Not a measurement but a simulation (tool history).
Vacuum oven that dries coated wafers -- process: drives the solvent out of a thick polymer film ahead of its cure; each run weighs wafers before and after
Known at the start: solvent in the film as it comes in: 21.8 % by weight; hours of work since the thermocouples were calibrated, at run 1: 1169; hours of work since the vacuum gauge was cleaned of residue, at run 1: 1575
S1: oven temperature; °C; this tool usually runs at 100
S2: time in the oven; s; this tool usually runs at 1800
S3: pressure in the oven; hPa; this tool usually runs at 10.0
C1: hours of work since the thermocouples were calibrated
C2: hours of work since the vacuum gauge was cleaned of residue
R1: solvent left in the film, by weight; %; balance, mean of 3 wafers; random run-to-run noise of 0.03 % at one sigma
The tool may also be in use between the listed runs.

run    hour   S1    S2    S3    C1    C2    R1
  1     0.0  100  1800  10.0  1169  1575  1.29
  2    61.2  100  1800  10.0  1210  1615  1.39
  3   116.1  100  1800  10.0  1246  1652  1.34
      130.0  -- oven's thermocouples calibrated
  4   155.4  100  1800  10.0    17  1676  1.36
  5   210.5  100  1800  10.0    53  1713  1.31
  6   246.9  100  1800  10.0    77  1737  1.26
  7   294.7  104  1800  10.0   109  1768  0.79
  8   359.7  103  1800  10.0   152  1811  0.86
  9   402.5  103  1140  10.0   180  1840  2.27
 10   457.5  100  1800  11.4   217  1876  1.34
 11   501.4  100  1800  11.4   246  1905  1.35
 12   535.8  100  1800  11.4   269  1928  1.43
 13   601.5  108  1800  10.0   312  1972  0.46
 14   630.2  108  1800  10.0   331  1991  0.46
 15   688.6   88  2460  21.5   370  2029  3.80
 16   732.1   88  2460  21.5   399  2058  3.79
 17   777.5  103  1320  18.1   429  2088  1.98
 18   825.8  103  1320  18.1   461  2120  1.95
      877.6  -- vacuum gauge cleaned of residue and calibrated
 19   895.6   95  1800  10.0   506    12  2.45
 20   945.7  105  1920  31.5   539    45  1.25
 21  1007.6  113  1800   5.7   580    86  0.17
 22  1043.8  113  1800   5.7   604   110  0.21
 23  1111.0   97  1800   5.7   648   155  1.70

Here are 5 independent what-if runs from the current tool condition. What would each one return?
  A  1158.1  102  1920   6.7  680  186   ?
  B  1158.1  113  1440  31.9  680  186   ?
  C  1158.1  100  1380  10.0  680  186   ?
  D  1158.1  100  2460  10.0  680  186   ?
  E  1158.1  111  2340  26.5  680  186   ?

run    R1
  A  0.76
  B  0.88
  C  2.25
  D  0.70
  E  0.68
Take away the tool's hidden state, keep each run's random variation, and the runs would have read:
run    R1
  A  0.77
  B  0.88
  C  2.27
  D  0.71
  E  0.68

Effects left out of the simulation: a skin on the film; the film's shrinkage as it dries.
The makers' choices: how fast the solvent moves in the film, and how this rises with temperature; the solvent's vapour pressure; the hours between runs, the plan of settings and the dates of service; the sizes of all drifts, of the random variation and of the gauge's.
